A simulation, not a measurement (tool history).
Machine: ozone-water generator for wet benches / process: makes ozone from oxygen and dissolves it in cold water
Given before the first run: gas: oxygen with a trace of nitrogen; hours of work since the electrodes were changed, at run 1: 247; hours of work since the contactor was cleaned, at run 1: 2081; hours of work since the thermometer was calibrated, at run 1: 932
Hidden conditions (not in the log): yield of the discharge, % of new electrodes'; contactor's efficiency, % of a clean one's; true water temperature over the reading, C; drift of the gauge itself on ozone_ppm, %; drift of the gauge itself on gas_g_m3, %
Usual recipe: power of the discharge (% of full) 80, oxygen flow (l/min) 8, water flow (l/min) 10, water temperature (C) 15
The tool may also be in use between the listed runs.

| run | day | power of the discharge (% of full) | oxygen flow (l/min) | water flow (l/min) | water temperature (C) | hours of work since the electrodes were changed | hours of work since the contactor was cleaned | hours of work since the thermometer was calibrated | dissolved ozone (ppm) | ozone in the gas ahead of the water (g/m3) |
|---|---|---|---|---|---|---|---|---|---|---|
| 1 | 0 | 80 | 8 | 10 | 15 | 247 | 2081 | 932 | 37.8 | 273.7 |
| 2 | 3.742 | 80 | 8 | 8 | 15 | 332 | 2166 | 1016 | 43.8 | 275.2 |
| 3 | 6.146 | 80 | 8 | 8 | 15 | 386 | 2220 | 1071 | 43.3 | 274.4 |
| 4 | 9.85 | 85 | 8 | 10 | 15 | 470 | 2304 | 1155 | 39.4 | 285.4 |
| 5 | 14.021 | 85 | 8 | 10 | 22 | 565 | 2398 | 1249 | 33.3 | 282.8 |
| 6 | 16.762 | 85 | 8 | 10 | 22 | 627 | 2461 | 1311 | 32.6 | 283.3 |
| 7 | 19.996 | 80 | 8 | 10 | 15 | 700 | 2534 | 1384 | 37.2 | 269.7 |
| 8 | 24.054 | 80 | 8 | 10 | 15 | 792 | 2626 | 1476 | 36.7 | 270.6 |
|  | 24.35 | water thermometer calibrated |
| 9 | 26.529 | 80 | 8 | 10 | 15 | 848 | 2681 | 49 | 36.9 | 270.5 |
| 10 | 28.483 | 80 | 8 | 10 | 15 | 892 | 2726 | 94 | 36.6 | 268.3 |
|  | 31.362 | water thermometer calibrated, once more |
| 11 | 32.067 | 80 | 8 | 10 | 15 | 972 | 2806 | 16 | 36.6 | 271.4 |
| 12 | 34.442 | 80 | 8 | 10 | 15 | 1026 | 2860 | 70 | 36.6 | 270.7 |
| 13 | 38.867 | 80 | 8 | 10 | 9 | 1126 | 2960 | 170 | 41.9 | 266.6 |
| 14 | 43.229 | 80 | 11.46 | 10 | 10 | 1225 | 3059 | 269 | 35.6 | 209.5 |
| 15 | 47.062 | 80 | 11.46 | 10 | 10 | 1312 | 3146 | 356 | 35.2 | 207.8 |
| 16 | 49.125 | 79 | 11.46 | 7 | 10 | 1359 | 3192 | 402 | 43.1 | 207.7 |
| 17 | 51.388 | 54 | 6.57 | 6 | 14 | 1410 | 3244 | 453 | 42.6 | 233.5 |
| 18 | 54.454 | 80 | 8 | 12 | 15 | 1479 | 3313 | 523 | 31.6 | 264.1 |
| 19 | 58.892 | 49 | 4.63 | 12 | 15 | 1580 | 3414 | 623 | 25.7 | 272.4 |
| 20 | 62.725 | 64 | 8 | 10 | 10 | 1667 | 3500 | 710 | 34.3 | 225.4 |
| 21 | 65.083 | 64 | 8 | 10 | 10 | 1720 | 3554 | 764 | 34 | 226.2 |

Forecast each of these 5 alternatives for the next run:
| A | 69.167 | 43 | 8 | 14 | 9 | 1812 | 3646 | 856 | ? | ? |
| B | 69.167 | 80 | 8 | 8 | 11 | 1812 | 3646 | 856 | ? | ? |
| C | 69.167 | 80 | 8 | 7 | 15 | 1812 | 3646 | 856 | ? | ? |
| D | 69.167 | 80 | 4.46 | 10 | 19 | 1812 | 3646 | 856 | ? | ? |
| E | 69.167 | 91 | 8 | 10 | 9 | 1812 | 3646 | 856 | ? | ? |

| run | dissolved ozone (ppm) | ozone in the gas ahead of the water (g/m3) |
|---|---|---|
| A | 20.2 | 174.5 |
| B | 44.5 | 262.5 |
| C | 44.1 | 259.6 |
| D | 38.8 | 380.1 |
| E | 43.2 | 283.7 |
Without the tool's hidden state the same runs would have given:
| run | dissolved ozone (ppm) | ozone in the gas ahead of the water (g/m3) |
|---|---|---|
| A | 21.8 | 181.7 |
| B | 49.1 | 280.6 |
| C | 48.5 | 277.4 |
| D | 42.9 | 406.3 |
| E | 48 | 304.8 |

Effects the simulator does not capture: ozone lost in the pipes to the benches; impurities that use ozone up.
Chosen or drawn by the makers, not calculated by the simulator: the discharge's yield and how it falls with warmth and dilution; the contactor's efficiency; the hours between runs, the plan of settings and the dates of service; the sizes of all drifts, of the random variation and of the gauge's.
